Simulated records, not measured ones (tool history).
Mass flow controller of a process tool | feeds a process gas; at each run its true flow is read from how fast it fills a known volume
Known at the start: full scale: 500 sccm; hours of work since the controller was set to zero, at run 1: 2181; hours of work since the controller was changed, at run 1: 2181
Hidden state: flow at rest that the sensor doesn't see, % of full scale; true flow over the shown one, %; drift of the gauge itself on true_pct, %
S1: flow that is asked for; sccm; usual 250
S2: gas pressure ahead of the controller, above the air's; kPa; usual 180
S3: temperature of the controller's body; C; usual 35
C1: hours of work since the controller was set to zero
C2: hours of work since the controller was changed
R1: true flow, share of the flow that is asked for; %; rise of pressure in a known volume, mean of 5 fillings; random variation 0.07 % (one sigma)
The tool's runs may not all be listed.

Run 1, day 0: usual settings; C1 2181; C2 2181. Result: R1 97.73 %.
Run 2, day 5.904: usual settings; C1 2240; C2 2240. Result: R1 97.66 %.
Run 3, day 9.638: usual settings; C1 2277; C2 2277. Result: R1 97.68 %.
Run 4, day 13.671: usual settings but S3 34 C; C1 2318; C2 2318. Result: R1 97.81 %.
Run 5, day 18.779: usual settings but S3 34 C; C1 2369; C2 2369. Result: R1 97.83 %.
Run 6, day 21.929: usual settings but S3 34 C; C1 2401; C2 2401. Result: R1 97.72 %.
Run 7, day 26.192: usual settings but S3 34 C; C1 2443; C2 2443. Result: R1 97.79 %.
Run 8, day 31.446: usual settings but S3 34 C; C1 2496; C2 2496. Result: R1 97.74 %.
Run 9, day 37.342: usual settings but S3 34 C; C1 2555; C2 2555. Result: R1 97.66 %.
Run 10, day 40.242: usual settings but S2 280 kPa, S3 34 C; C1 2584; C2 2584. Result: R1 97.27 %.
Run 11, day 42.704: usual settings but S2 222 kPa, S3 23 C; C1 2609; C2 2609. Result: R1 98.28 %.
Run 12, day 45.383: usual settings but S2 222 kPa, S3 23 C; C1 2636; C2 2636. Result: R1 98.22 %.
Run 13, day 48.167: usual settings but S1 70 sccm, S2 235 kPa, S3 22 C; C1 2664; C2 2664. Result: R1 97.28 %.
Run 14, day 51.175: usual settings but S1 70 sccm, S2 235 kPa, S3 22 C; C1 2694; C2 2694. Result: R1 97.23 %.
Run 15, day 56.308: usual settings but S1 117 sccm; C1 2745; C2 2745. Result: R1 96.59 %.
Run 16, day 61.379: usual settings but S1 117 sccm; C1 2796; C2 2796. Result: R1 96.57 %.
Run 17, day 65.354: usual settings but S1 113 sccm; C1 2836; C2 2836. Result: R1 96.54 %.

Forecast each of these 4 alternatives for the next run:
Run A, day 70.529: usual settings but S1 128 sccm, S2 176 kPa, S3 37 C; C1 2888; C2 2888. Result: R1 ?.
Run B, day 70.529: usual settings but S1 436 sccm, S2 227 kPa; C1 2888; C2 2888. Result: R1 ?.
Run C, day 70.529: usual settings but S1 169 sccm, S2 163 kPa, S3 24 C; C1 2888; C2 2888. Result: R1 ?.
Run D, day 70.529: usual settings but S2 245 kPa, S3 20 C; C1 2888; C2 2888. Result: R1 ?.

run     R1
  A  96.52
  B  98.28
  C   97.8
  D  98.29
Without the tool's hidden state the same runs would have given:
run     R1
  A  96.94
  B  98.72
  C  98.23
  D  98.73

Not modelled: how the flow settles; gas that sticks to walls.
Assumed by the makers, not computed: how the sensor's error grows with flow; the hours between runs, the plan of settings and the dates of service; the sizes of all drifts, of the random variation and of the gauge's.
